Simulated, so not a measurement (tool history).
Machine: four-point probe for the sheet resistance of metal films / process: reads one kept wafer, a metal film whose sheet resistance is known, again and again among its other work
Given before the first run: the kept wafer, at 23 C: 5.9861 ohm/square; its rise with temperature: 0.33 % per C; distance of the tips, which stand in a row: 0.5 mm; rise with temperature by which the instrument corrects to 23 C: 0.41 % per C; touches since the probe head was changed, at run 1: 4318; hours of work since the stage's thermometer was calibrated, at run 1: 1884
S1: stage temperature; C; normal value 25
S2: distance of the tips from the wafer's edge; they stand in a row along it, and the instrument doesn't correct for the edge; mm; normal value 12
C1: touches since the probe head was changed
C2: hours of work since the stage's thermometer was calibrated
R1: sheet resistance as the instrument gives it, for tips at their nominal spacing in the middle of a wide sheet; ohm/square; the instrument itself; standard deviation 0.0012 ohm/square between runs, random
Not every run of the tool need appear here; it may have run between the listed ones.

| run | day | S1 | S2 | C1 | C2 | R1 |
|---|---|---|---|---|---|---|
| 1 | 0 | 25 | 12 | 4318 | 1884 | 5.976062 |
| 2 | 0.583 | 25 | 12 | 4518 | 1892 | 5.974748 |
| 3 | 0.975 | 25 | 12 | 4653 | 1897 | 5.97493 |
| 4 | 1.708 | 25 | 12 | 4907 | 1906 | 5.977479 |
| 5 | 2.471 | 25 | 12 | 5168 | 1916 | 5.975464 |
| 6 | 3.062 | 25 | 8 | 5372 | 1924 | 5.982479 |
| 7 | 3.517 | 33 | 12 | 5529 | 1930 | 5.942042 |
| 8 | 4.117 | 33 | 12 | 5735 | 1937 | 5.939731 |
| 9 | 4.925 | 33 | 12 | 6013 | 1948 | 5.939278 |
| 10 | 5.262 | 24 | 11 | 6130 | 1952 | 5.983231 |
|  | 5.358 | stage's thermometer calibrated |
| 11 | 5.783 | 33 | 18 | 6302 | 5 | 5.941124 |
| 12 | 6.575 | 34 | 3 | 6574 | 16 | 6.021483 |
| 13 | 7.088 | 35 | 7 | 6750 | 22 | 5.943274 |
|  | 7.738 | stage's thermometer calibrated, once more |
| 14 | 7.829 | 20 | 32 | 6999 | 1 | 5.980905 |

Forecast run 15:
| 15 | 8.471 | 25 | 5 | 7219 | 9 | ? |

{"run 15": {"R1": 5.989543}}
Without the tool's hidden state the same run would have given R1 6.010376 ohm/square.
